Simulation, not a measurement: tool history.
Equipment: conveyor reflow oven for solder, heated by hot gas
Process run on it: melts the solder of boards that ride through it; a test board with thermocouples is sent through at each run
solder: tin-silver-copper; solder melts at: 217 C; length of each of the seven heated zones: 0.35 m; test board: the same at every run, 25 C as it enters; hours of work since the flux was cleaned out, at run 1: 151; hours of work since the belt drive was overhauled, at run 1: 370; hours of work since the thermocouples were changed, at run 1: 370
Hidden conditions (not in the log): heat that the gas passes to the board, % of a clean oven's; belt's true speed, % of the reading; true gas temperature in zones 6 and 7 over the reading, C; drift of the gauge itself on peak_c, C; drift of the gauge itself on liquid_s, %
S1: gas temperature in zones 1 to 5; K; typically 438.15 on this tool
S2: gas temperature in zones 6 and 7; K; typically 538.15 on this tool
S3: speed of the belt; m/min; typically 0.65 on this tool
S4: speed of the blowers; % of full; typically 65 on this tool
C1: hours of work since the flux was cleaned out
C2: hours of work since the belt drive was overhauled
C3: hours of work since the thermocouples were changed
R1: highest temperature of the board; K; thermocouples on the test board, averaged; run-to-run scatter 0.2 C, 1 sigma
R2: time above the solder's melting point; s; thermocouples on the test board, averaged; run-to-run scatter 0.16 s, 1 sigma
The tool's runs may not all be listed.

| run | hour | S1 | S2 | S3 | S4 | C1 | C2 | C3 | R1 | R2 |
|---|---|---|---|---|---|---|---|---|---|---|
| 1 | 0 | 438.15 | 538.15 | 0.65 | 65 | 151 | 370 | 370 | 521.85 | 43.5 |
| 2 | 15.6 | 438.15 | 538.15 | 0.65 | 65 | 162 | 381 | 381 | 522.35 | 43.8 |
| 3 | 35.9 | 438.15 | 538.15 | 0.65 | 65 | 177 | 395 | 395 | 522.05 | 43.4 |
| 4 | 58.9 | 438.15 | 538.15 | 0.65 | 83 | 193 | 411 | 411 | 525.45 | 46.7 |
| 5 | 79.6 | 438.15 | 538.15 | 0.65 | 83 | 207 | 425 | 425 | 525.15 | 46.5 |
| 6 | 104.3 | 438.15 | 538.15 | 0.65 | 83 | 225 | 443 | 443 | 525.35 | 46.6 |
| 7 | 121.8 | 438.15 | 531.15 | 0.65 | 83 | 237 | 455 | 455 | 519.05 | 42.5 |
|  | 131.3 | flux residue cleaned out of gas plates and filters |
| 8 | 147.8 | 438.15 | 531.15 | 0.65 | 83 | 12 | 470 | 470 | 520.75 | 44.5 |
| 9 | 169.2 | 438.15 | 531.15 | 0.65 | 83 | 27 | 485 | 485 | 520.85 | 44.5 |
| 10 | 194.2 | 438.15 | 531.15 | 0.65 | 83 | 44 | 502 | 502 | 520.65 | 44.6 |
| 11 | 211.3 | 438.15 | 538.15 | 0.65 | 65 | 56 | 514 | 514 | 523.05 | 44.5 |
| 12 | 235.4 | 438.15 | 538.15 | 0.65 | 65 | 73 | 531 | 531 | 522.95 | 45 |
| 13 | 260.3 | 438.15 | 538.15 | 0.65 | 65 | 90 | 549 | 549 | 523.25 | 44.5 |
| 14 | 285.5 | 438.15 | 538.15 | 0.65 | 65 | 108 | 566 | 566 | 522.95 | 44.4 |
| 15 | 304.3 | 438.15 | 538.15 | 0.65 | 65 | 121 | 579 | 579 | 523.35 | 44.4 |
| 16 | 320.6 | 438.15 | 538.15 | 0.65 | 65 | 133 | 591 | 591 | 522.65 | 44.2 |
| 17 | 337.1 | 445.15 | 548.15 | 0.65 | 65 | 144 | 603 | 603 | 533.45 | 52.6 |
| 18 | 360.6 | 445.15 | 548.15 | 0.65 | 65 | 161 | 619 | 619 | 532.85 | 52.2 |
| 19 | 386.8 | 445.15 | 548.15 | 0.65 | 65 | 179 | 637 | 637 | 532.65 | 52.2 |
| 20 | 405 | 444.15 | 538.15 | 0.773 | 64 | 192 | 650 | 650 | 517.15 | 33.6 |
| 21 | 429.8 | 444.15 | 536.15 | 0.592 | 64 | 209 | 668 | 668 | 524.55 | 52.8 |
| 22 | 446.7 | 445.15 | 533.15 | 0.543 | 60 | 221 | 679 | 679 | 523.95 | 57.5 |
|  | 477.8 | flux residue cleaned out of gas plates and filters |
| 23 | 479 | 445.15 | 544.15 | 0.543 | 60 | 1 | 699 | 699 | 535.15 | 64.6 |
| 24 | 498.1 | 438.15 | 547.15 | 0.696 | 69 | 14 | 712 | 712 | 530.65 | 45.7 |
| 25 | 525.4 | 438.15 | 547.15 | 0.696 | 89 | 33 | 731 | 731 | 535.05 | 48.4 |
| 26 | 542.5 | 438.15 | 528.15 | 0.586 | 50 | 45 | 743 | 743 | 514.45 | 42.4 |
| 27 | 554.9 | 425.15 | 538.15 | 0.65 | 58 | 54 | 752 | 752 | 519.15 | 38.5 |
|  | 575.3 | thermocouples of zones 6 and 7 changed |
|  | 583.8 | belt drive overhauled, speed set with a stopwatch |
| 28 | 590.2 | 425.15 | 527.15 | 0.745 | 58 | 75 | 5 | 8 | 501.75 | 16.5 |
| 29 | 605.3 | 425.15 | 527.15 | 0.745 | 58 | 85 | 15 | 18 | 501.35 | 16.5 |
| 30 | 630.6 | 440.15 | 527.15 | 0.75 | 58 | 103 | 33 | 36 | 504.75 | 22.7 |

Below are 5 alternative next runs, each starting from the tool's condition after run 30. Predict each:
| A | 643.3 | 438.15 | 526.15 | 0.65 | 55 | 112 | 42 | 45 | ? | ? |
| B | 643.3 | 441.15 | 538.15 | 0.681 | 63 | 112 | 42 | 45 | ? | ? |
| C | 643.3 | 435.15 | 527.15 | 0.668 | 59 | 112 | 42 | 45 | ? | ? |
| D | 643.3 | 433.15 | 527.15 | 0.75 | 58 | 112 | 42 | 45 | ? | ? |
| E | 643.3 | 444.15 | 527.15 | 0.568 | 58 | 112 | 42 | 45 | ? | ? |

| run | R1 | R2 |
|---|---|---|
| A | 508.25 | 30.5 |
| B | 519.25 | 39.9 |
| C | 508.25 | 29.6 |
| D | 503.05 | 19.3 |
| E | 514.75 | 46.3 |
Without the tool's hidden state the same runs would have given:
| run | R1 | R2 |
|---|---|---|
| A | 508.65 | 31.2 |
| B | 519.75 | 40.5 |
| C | 508.75 | 30.4 |
| D | 503.65 | 20.2 |
| E | 515.05 | 46.9 |
